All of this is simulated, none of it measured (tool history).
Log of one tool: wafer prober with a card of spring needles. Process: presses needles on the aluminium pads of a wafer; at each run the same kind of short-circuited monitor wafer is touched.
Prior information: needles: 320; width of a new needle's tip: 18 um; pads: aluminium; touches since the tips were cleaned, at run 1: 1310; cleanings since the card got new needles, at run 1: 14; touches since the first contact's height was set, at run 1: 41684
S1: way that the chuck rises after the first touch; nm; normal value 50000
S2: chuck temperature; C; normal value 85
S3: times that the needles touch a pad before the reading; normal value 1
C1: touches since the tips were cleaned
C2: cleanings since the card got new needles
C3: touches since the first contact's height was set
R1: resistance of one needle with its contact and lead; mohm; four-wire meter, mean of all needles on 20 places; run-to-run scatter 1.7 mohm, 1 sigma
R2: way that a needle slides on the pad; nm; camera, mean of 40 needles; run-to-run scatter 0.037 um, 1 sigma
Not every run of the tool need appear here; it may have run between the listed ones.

run   hour     S1  S2  S3    C1  C2     C3   R1     R2
  1      0  50000  85   1  1310  14  41684  165  11110
       5.2  -- tips cleaned on abrasive film
  2    7.2  50000  85   1   575  15  43729  164  11060
      14.7  -- tips cleaned on abrasive film
  3   19.9  50000  85   1  1497  16  47367  168  11120
      24.8  -- tips cleaned on abrasive film
      33.9  -- tips cleaned on abrasive film
  4   33.9  50000  85   1     0  18  51356  164  11100
  5   41.5  53000  85   1  2188  18  53544  162  11730
      43.7  -- tips cleaned on abrasive film
  6     52  50000  64   1  2395  19  56553  160  11070
      53.2  -- tips cleaned on abrasive film
  7   61.2  50000  64   1  2321  20  59182  160  11160
      63.3  -- tips cleaned on abrasive film
  8     69  41000  64   1  1658  21  61407  168   9130
      72.7  -- tips cleaned on abrasive film
  9   74.9  51000  80   2   643  22  63070  165  11330
      82.1  -- tips cleaned on abrasive film
 10   85.8  50000  85   2  1085  23  66199  166  11020
      91.4  -- tips cleaned on abrasive film
 11   93.6  32000  85   2   639  24  68408  184   7080
     100.6  -- tips cleaned on abrasive film
 12  106.2  32000  85   2  1602  25  72004  185   7070
     110.9  -- tips cleaned on abrasive film
 13  119.3  50000  85   2  2441  26  75772  163  11100

Consider 4 possible next runs. They are alternatives, not a sequence: every one starts from the tool as it was left by run 13. What does each give?
     120.1  -- tips cleaned on abrasive film
  A  128.7  50000  102   1  2480  27  78457   ?   ?
     120.1  -- tips cleaned on abrasive film
  B  128.7  56000   46   2  2480  27  78457   ?   ?
     120.1  -- tips cleaned on abrasive film
  C  128.7  66000   66   2  2480  27  78457   ?   ?
     120.1  -- tips cleaned on abrasive film
  D  128.7  50000   60   1  2480  27  78457   ?   ?

run   R1     R2
  A  169  11120
  B  154  12520
  C  154  14680
  D  158  11010
Take away the tool's hidden state, keep each run's random variation, and the runs would have read:
run   R1     R2
  A  168  11120
  B  153  12520
  C  154  14690
  D  157  11010
